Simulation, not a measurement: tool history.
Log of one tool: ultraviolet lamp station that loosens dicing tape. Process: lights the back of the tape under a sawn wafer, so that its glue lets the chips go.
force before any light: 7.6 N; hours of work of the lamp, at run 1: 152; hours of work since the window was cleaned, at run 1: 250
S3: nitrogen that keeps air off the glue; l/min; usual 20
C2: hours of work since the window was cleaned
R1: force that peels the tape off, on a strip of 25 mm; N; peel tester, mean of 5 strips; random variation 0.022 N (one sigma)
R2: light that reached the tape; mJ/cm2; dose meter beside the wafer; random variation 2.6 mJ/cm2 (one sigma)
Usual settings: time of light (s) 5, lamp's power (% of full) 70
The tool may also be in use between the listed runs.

Run 1, hour 0: usual settings; hours of work of the lamp 152; C2 250. Result: R1 1.323 N, R2 293 mJ/cm2.
Run 2, hour 12.9: usual settings; hours of work of the lamp 161; C2 259. Result: R1 1.359 N, R2 292 mJ/cm2.
Run 3, hour 24.2: usual settings but S3 17 l/min; hours of work of the lamp 168; C2 266. Result: R1 1.491 N, R2 285 mJ/cm2.
Run 4, hour 37.9: usual settings but S3 17 l/min; hours of work of the lamp 178; C2 276. Result: R1 1.472 N, R2 289 mJ/cm2.
Run 5, hour 45.1: usual settings but S3 17 l/min; hours of work of the lamp 183; C2 281. Result: R1 1.509 N, R2 280 mJ/cm2.
At hour 46.3: window cleaned of glue's vapour.
Run 6, hour 54.2: usual settings; hours of work of the lamp 189; C2 5. Result: R1 1.519 N, R2 267 mJ/cm2.
Run 7, hour 60.8: usual settings but time of light (s) 7, lamp's power (% of full) 68, S3 9 l/min; hours of work of the lamp 193; C2 10. Result: R1 1.54 N, R2 363 mJ/cm2.
Run 8, hour 75.9: usual settings but time of light (s) 6, lamp's power (% of full) 68, S3 9 l/min; hours of work of the lamp 204; C2 20. Result: R1 1.867 N, R2 308 mJ/cm2.
Run 9, hour 86.1: usual settings but time of light (s) 3, lamp's power (% of full) 62, S3 18 l/min; hours of work of the lamp 211; C2 28. Result: R1 3.213 N, R2 142 mJ/cm2.
Run 10, hour 97.4: usual settings but time of light (s) 9, lamp's power (% of full) 72; hours of work of the lamp 219; C2 35. Result: R1 0.513 N, R2 484 mJ/cm2.
Run 11, hour 106: usual settings but S3 28 l/min; hours of work of the lamp 225; C2 41. Result: R1 1.314 N, R2 264 mJ/cm2.
Run 12, hour 121.1: usual settings but S3 28 l/min; hours of work of the lamp 235; C2 52. Result: R1 1.365 N, R2 261 mJ/cm2.

4 ways to go on from here, each from the tool as it stands after run 12. What would each give?
At hour 132.2: window cleaned of glue's vapour, once more.
Run A, hour 135.3: usual settings but S3 32 l/min; hours of work of the lamp 244; C2 2. Result: R1 ?, R2 ?.
At hour 132.2: window cleaned of glue's vapour, once more.
Run B, hour 135.3: usual settings but time of light (s) 4, lamp's power (% of full) 97, S3 14 l/min; hours of work of the lamp 244; C2 2. Result: R1 ?, R2 ?.
At hour 132.2: window cleaned of glue's vapour, once more.
Run C, hour 135.3: usual settings but time of light (s) 3, lamp's power (% of full) 65, S3 9 l/min; hours of work of the lamp 244; C2 2. Result: R1 ?, R2 ?.
At hour 132.2: window cleaned of glue's vapour, once more.
Run D, hour 135.3: usual settings but lamp's power (% of full) 93, S3 12 l/min; hours of work of the lamp 244; C2 2. Result: R1 ?, R2 ?.

run     R1   R2
  A  0.974  302
  B  1.335  331
  C  3.359  162
  D  1.091  395
Without the tool's hidden state the same runs would have given:
run     R1   R2
  A  0.794  337
  B  1.108  370
  C  3.076  182
  D  0.894  442
